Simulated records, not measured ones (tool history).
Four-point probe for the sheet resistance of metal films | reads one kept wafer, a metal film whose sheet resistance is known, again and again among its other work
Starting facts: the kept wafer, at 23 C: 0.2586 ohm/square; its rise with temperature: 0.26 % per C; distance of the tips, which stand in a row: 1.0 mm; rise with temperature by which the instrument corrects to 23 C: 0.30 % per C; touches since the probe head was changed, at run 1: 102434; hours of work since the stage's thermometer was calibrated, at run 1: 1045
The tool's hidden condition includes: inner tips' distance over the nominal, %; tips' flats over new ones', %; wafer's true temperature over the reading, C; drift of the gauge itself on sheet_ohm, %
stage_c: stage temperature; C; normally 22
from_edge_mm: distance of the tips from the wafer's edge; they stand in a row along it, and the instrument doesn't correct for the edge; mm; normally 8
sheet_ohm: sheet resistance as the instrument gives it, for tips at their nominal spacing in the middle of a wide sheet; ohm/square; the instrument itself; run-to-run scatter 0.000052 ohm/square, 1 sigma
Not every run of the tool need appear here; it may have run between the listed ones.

run	hour	stage_c	from_edge_mm	touches since the probe head was changed	hours of work since the stage's thermometer was calibrated	sheet_ohm
1	0.0	22	8	102434	1045	0.260990
2	87.6	22	8	106140	1109	0.260804
# hour 157.9: new probe head fitted
3	222.3	22	8	2722	1208	0.260956
4	358.7	22	8	8494	1310	0.260905
5	496.7	22	8	14329	1412	0.260940
6	641.1	22	8	20437	1519	0.260878
7	778.7	22	4	26253	1621	0.267200
8	851.3	22	4	29325	1675	0.267085
9	976.1	22	3	34602	1767	0.273161
10	1056.3	22	3	37997	1827	0.273274
11	1193.3	22	3	43789	1928	0.273179
12	1306.8	22	8	48589	2012	0.260899
13	1366.9	22	12	51133	2057	0.259595
14	1485.2	22	12	56133	2144	0.259638
15	1627.6	22	12	62157	2250	0.259733
# hour 1678.0: stage's thermometer calibrated
16	1747.2	22	20	67193	51	0.258998
17	1805.7	25	42	69669	95	0.258456
18	1943.3	32	5	75487	197	0.263269
19	2020.2	32	5	78738	254	0.263308
20	2112.5	32	5	82642	322	0.263269
21	2192.8	32	44	86038	381	0.257851
22	2301.8	29	8	90650	462	0.260211
23	2419.1	28	15	95609	549	0.258768
24	2478.2	29	7	98108	593	0.260918
25	2581.1	21	58	102460	669	0.258808
26	2666.4	21	58	106068	732	0.258761
# hour 2735.4: new probe head fitted
27	2810.6	20	4	3182	839	0.267234
28	2875.7	35	33	5936	887	0.257725
29	2956.7	19	39	9362	947	0.259186
30	3022.8	28	11	12154	996	0.259299
31	3125.1	29	8	16481	1072	0.260232

Here are 3 independent what-if runs from the current tool condition. What would each one return?
A	3196.6	27	4	19507	1125	?
B	3196.6	33	26	19507	1125	?
C	3196.6	18	16	19507	1125	?

run	sheet_ohm
A	0.266626
B	0.257938
C	0.259569
Had the tool no hidden state, the same runs would have come out as:
run	sheet_ohm
A	0.266627
B	0.257940
C	0.259570
